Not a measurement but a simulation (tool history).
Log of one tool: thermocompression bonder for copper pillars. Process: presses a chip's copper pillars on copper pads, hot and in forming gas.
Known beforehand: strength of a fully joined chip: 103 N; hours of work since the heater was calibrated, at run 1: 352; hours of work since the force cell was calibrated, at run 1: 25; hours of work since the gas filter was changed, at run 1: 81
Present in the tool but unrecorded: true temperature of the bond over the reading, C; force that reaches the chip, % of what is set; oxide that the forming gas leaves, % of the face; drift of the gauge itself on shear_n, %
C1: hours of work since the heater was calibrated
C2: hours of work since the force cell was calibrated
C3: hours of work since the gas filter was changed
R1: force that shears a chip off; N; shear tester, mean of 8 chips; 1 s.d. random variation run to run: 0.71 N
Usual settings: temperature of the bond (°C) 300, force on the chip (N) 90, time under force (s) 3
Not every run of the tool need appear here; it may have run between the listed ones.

run 1 hour=0.0 | temperature_of_the_bond_(°C)=300 force_on_the_chip_(N)=90 time_under_force_(s)=3 | C1=352 C2=25 C3=81 | R1=45.8
run 2 hour=18.7 | temperature_of_the_bond_(°C)=300 force_on_the_chip_(N)=90 time_under_force_(s)=3 | C1=366 C2=40 C3=96 | R1=44.4
run 3 hour=32.8 | temperature_of_the_bond_(°C)=300 force_on_the_chip_(N)=90 time_under_force_(s)=6 | C1=377 C2=51 C3=107 | R1=55.5
run 4 hour=61.4 | temperature_of_the_bond_(°C)=300 force_on_the_chip_(N)=90 time_under_force_(s)=6 | C1=399 C2=73 C3=129 | R1=56.2
run 5 hour=82.2 | temperature_of_the_bond_(°C)=300 force_on_the_chip_(N)=90 time_under_force_(s)=6 | C1=415 C2=89 C3=145 | R1=55.7
-- hour=86.1 force cell calibrated
run 6 hour=102.0 | temperature_of_the_bond_(°C)=300 force_on_the_chip_(N)=123 time_under_force_(s)=3 | C1=430 C2=12 C3=159 | R1=58.6
run 7 hour=127.1 | temperature_of_the_bond_(°C)=299 force_on_the_chip_(N)=123 time_under_force_(s)=3 | C1=449 C2=32 C3=179 | R1=56.4
run 8 hour=158.5 | temperature_of_the_bond_(°C)=272 force_on_the_chip_(N)=112 time_under_force_(s)=2 | C1=474 C2=56 C3=203 | R1=29.2
run 9 hour=188.4 | temperature_of_the_bond_(°C)=277 force_on_the_chip_(N)=61 time_under_force_(s)=3 | C1=497 C2=79 C3=227 | R1=17.0
-- hour=202.7 force cell calibrated, once more
run 10 hour=212.4 | temperature_of_the_bond_(°C)=300 force_on_the_chip_(N)=88 time_under_force_(s)=3 | C1=514 C2=8 C3=244 | R1=41.6
-- hour=217.0 heater calibrated with a thermocouple chip
run 11 hour=237.9 | temperature_of_the_bond_(°C)=300 force_on_the_chip_(N)=88 time_under_force_(s)=3 | C1=16 C2=26 C3=262 | R1=49.1
run 12 hour=251.4 | temperature_of_the_bond_(°C)=330 force_on_the_chip_(N)=90 time_under_force_(s)=3 | C1=27 C2=36 C3=273 | R1=67.9

How would selected steps in R1 from run to run divide? Give the signed amount a tool lacking its hidden state would still show from settings, what came in and random variation, and the signed amount left for the hidden state, including any gauge scatter that is not in both of the compared results.
Run 7 -> 8: temperature of the bond (°C) 299 -> 272, force on the chip (N) 123 -> 112, time under force (s) 3 -> 2. R1 -27.2 N: hidden state +1.4, all else -28.6.
Run 10 -> 11: heater calibrated with a thermocouple chip. R1 +7.5 N: hidden state +6.9, all else +0.6.
